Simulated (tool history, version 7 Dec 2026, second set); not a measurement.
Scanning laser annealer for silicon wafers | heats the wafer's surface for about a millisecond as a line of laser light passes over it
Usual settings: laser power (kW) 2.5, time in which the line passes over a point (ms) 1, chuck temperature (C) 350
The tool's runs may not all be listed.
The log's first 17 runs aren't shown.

| run | hour | laser power (kW) | time in which the line passes over a point (ms) | chuck temperature (C) | highest temperature of the surface (C) |
|---|---|---|---|---|---|
| 18 | 894.1 | 2.5 | 1 | 350 | 1041 |
| 19 | 930.2 | 2.5 | 1 | 350 | 1042 |
|  | 941.4 | optics aligned, line set to its width |
| 20 | 990.4 | 2.279 | 1 | 350 | 978 |
|  | 1041.4 | window over the wafer cleaned |
| 21 | 1041.4 | 2.5 | 0.91 | 350 | 1035 |
| 22 | 1097.1 | 2.656 | 0.7 | 381 | 999 |
| 23 | 1154.6 | 2.375 | 1.15 | 311 | 1053 |
| 24 | 1201.2 | 2.5 | 0.81 | 320 | 952 |
| 25 | 1234.4 | 2.5 | 1.25 | 375 | 1192 |
|  | 1278 | optics aligned, line set to its width, once more |
| 26 | 1284.3 | 2.372 | 1.09 | 352 | 1072 |
| 27 | 1320.8 | 2.372 | 1.02 | 358 | 1049 |
| 28 | 1354.7 | 2.555 | 1 | 367 | 1098 |
| 29 | 1383.3 | 2.555 | 1 | 338 | 1070 |
| 30 | 1429.5 | 2.5 | 1.25 | 350 | 1167 |
| 31 | 1499.3 | 2.325 | 1.25 | 355 | 1109 |
| 32 | 1553.6 | 2.325 | 1.25 | 355 | 1107 |
| 33 | 1614.8 | 2.38 | 0.82 | 344 | 941 |
| 34 | 1678.1 | 2.675 | 0.97 | 314 | 1054 |
| 35 | 1738.5 | 2.5 | 1.13 | 357 | 1112 |
| 36 | 1769.7 | 2.5 | 0.91 | 350 | 1009 |
| 37 | 1813.8 | 2.5 | 1.21 | 325 | 1108 |
| 38 | 1879.6 | 2.5 | 1.21 | 325 | 1106 |
| 39 | 1928.8 | 2.5 | 1.21 | 325 | 1100 |
| 40 | 1977.4 | 2.232 | 0.96 | 389 | 993 |

4 ways to go on from here, each from the tool as it stands after run 40. What would each give?
|  | 2021.1 | window over the wafer cleaned |
| A | 2036.2 | 2.499 | 1 | 350 | ? |
|  | 2021.1 | window over the wafer cleaned |
| B | 2036.2 | 2.5 | 0.94 | 350 | ? |
|  | 2021.1 | window over the wafer cleaned |
| C | 2036.2 | 2.5 | 1.13 | 350 | ? |
|  | 2021.1 | window over the wafer cleaned |
| D | 2036.2 | 2.232 | 0.96 | 330 | ? |

| run | highest temperature of the surface (C) |
|---|---|
| A | 1081 |
| B | 1055 |
| C | 1135 |
| D | 965 |
Without the tool's hidden state the same runs would have given:
| run | highest temperature of the surface (C) |
|---|---|
| A | 1082 |
| B | 1056 |
| C | 1136 |
| D | 967 |

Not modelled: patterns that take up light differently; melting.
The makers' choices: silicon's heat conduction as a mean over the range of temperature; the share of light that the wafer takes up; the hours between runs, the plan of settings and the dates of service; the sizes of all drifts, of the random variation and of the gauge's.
